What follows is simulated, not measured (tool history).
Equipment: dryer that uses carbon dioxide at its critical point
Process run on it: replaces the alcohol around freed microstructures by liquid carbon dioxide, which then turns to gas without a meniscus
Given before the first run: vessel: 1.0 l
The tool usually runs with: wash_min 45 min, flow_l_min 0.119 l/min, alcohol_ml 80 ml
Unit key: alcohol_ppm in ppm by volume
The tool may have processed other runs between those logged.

run,hour,wash_min,flow_l_min,alcohol_ml,alcohol_ppm
1,0,45,0.119,80,1626
2,6.8,45,0.119,43,861
3,18.9,45,0.119,80,1678
4,33.1,45,0.119,80,1715
5,46.8,45,0.119,80,1706
6,58.8,45,0.119,80,1730
7,64.9,45,0.119,80,1715
8,76.9,45,0.119,80,1732
9,82.8,45,0.178,80,277
10,90.1,45,0.118,80,1803
11,101.5,45,0.118,80,1804
12,112,45,0.118,80,1842
13,117.9,45,0.118,80,1887
14,130.1,45,0.118,80,1840
15,142.6,45,0.097,80,3696
16,152.6,45,0.119,113,2555
17,166,45,0.191,80,211
18,176.6,45,0.191,80,204
19,189.2,45,0.191,80,220
20,198.6,45,0.119,80,1940
# hour 205.6: inlet filter changed
21,212.2,45,0.094,80,2852
22,220,45,0.094,80,2899
23,231.9,45,0.119,96,1444
24,238.9,45,0.119,96,1490
25,245.6,45,0.079,96,5839
26,256.9,56,0.146,21,57
27,265.6,40,0.119,26,657
28,275.4,51,0.117,26,263
29,285.4,29,0.164,44,1086
30,294.9,42,0.111,80,2246
31,301.4,70,0.119,110,187
32,312.4,70,0.087,90,835
33,322.1,70,0.087,90,866
34,336.2,70,0.087,90,854
35,344.2,55,0.115,90,738
36,352.4,40,0.146,80,945
37,364.8,40,0.146,80,937
38,378.3,57,0.098,80,1147
39,387,57,0.098,80,1178
40,400.3,44,0.084,91,5402
41,407.8,45,0.084,32,1896
42,422,40,0.09,70,4544
43,431.7,45,0.093,80,3401
44,441.9,45,0.188,80,166
45,453.8,45,0.188,80,165

The next listed run, before its measurement:
46,463.6,60,0.119,76,?

{"run 46": {"alcohol_ppm": 388}}
Without the tool's hidden state the same run would have given alcohol_ppm 268 ppm by volume.
